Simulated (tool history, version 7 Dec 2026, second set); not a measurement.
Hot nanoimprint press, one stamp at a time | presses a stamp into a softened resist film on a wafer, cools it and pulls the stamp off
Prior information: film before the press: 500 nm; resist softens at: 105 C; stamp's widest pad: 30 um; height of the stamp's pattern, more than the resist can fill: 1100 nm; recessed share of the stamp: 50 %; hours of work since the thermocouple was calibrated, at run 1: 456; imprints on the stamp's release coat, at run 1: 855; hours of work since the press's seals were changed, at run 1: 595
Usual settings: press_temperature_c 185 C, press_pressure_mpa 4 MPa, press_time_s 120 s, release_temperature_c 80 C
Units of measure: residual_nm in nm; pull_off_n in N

run	hour	press_temperature_c	press_pressure_mpa	press_time_s	release_temperature_c	hours of work since the thermocouple was calibrated	imprints on the stamp's release coat	hours of work since the press's seals were changed	residual_nm	pull_off_n
1	0	185	4	120	80	456	855	595	186.6	278
2	32.5	185	4	120	80	479	946	618	186.7	275
3	51.3	180	4	120	80	493	998	631	237.5	298
4	68.7	180	4	120	80	505	1047	644	239	288
# hour 85.8: stamp cleaned and given a new release coat
5	92.3	185	4	120	80	518	19	656	186.3	229
6	108.3	185	4	120	80	529	63	668	184.6	233
7	138.7	185	2.5	120	80	551	148	689	229.9	232
# hour 156.5: plate thermocouple calibrated
8	165.4	185	2.5	120	80	6	214	706	247.8	244
9	192.3	185	2.5	120	80	25	289	725	243.1	245
10	217.7	185	4	120	80	44	359	743	197.1	244
11	248.6	185	4	120	80	66	446	765	194.9	252
12	273.7	185	4	120	80	83	516	783	195.9	262
13	293.2	185	4	120	80	97	570	797	193.2	263
14	315.9	185	4	120	80	113	633	813	193.7	267
15	341.5	190	4	120	80	132	705	832	151.4	261
16	359.9	176	3.93	82	80	145	756	845	332.4	269
17	378.8	185	4	140	68	158	808	858	182	338
18	396.1	190	3.36	225	73	170	857	870	126	308
19	425.5	193	4	120	87	191	938	891	129.4	254
20	441.9	185	5.6	73	69	203	984	903	200.7	339
21	465.3	188	5.1	120	80	220	1049	920	146.1	308
# hour 482.8: stamp cleaned and given a new release coat
22	499.6	185	4	120	80	240	47	940	191.9	232
23	526.6	185	4	120	80	259	122	959	190.4	238
24	545.5	186	2.74	76	83	272	175	972	257.4	226
25	563.7	186	2.74	76	83	285	226	985	255.7	226
26	583.9	186	2.74	76	83	300	282	1000	254.6	234
# hour 599.9: press's hydraulic seals changed and the load cell set to zero
27	614.6	194	2.52	77	78	316	345	10	183	259
28	637	194	2.52	77	78	332	408	26	180.1	253
29	668	194	2.52	77	78	354	494	49	181.6	269

3 options for the next run, each taken on its own from the tool as it stands now. Forecast them:
A	692.1	177	4.83	77	78	371	561	66	?	?
B	692.1	180	4	159	87	371	561	66	?	?
C	692.1	185	4	170	80	371	561	66	?	?

run	residual_nm	pull_off_n
A	290	277
B	210.7	230
C	161.2	263
The same runs, with their run-to-run variation unchanged, on a tool lacking any hidden condition would have given:
run	residual_nm	pull_off_n
A	307.4	243
B	225.7	203
C	172.8	231
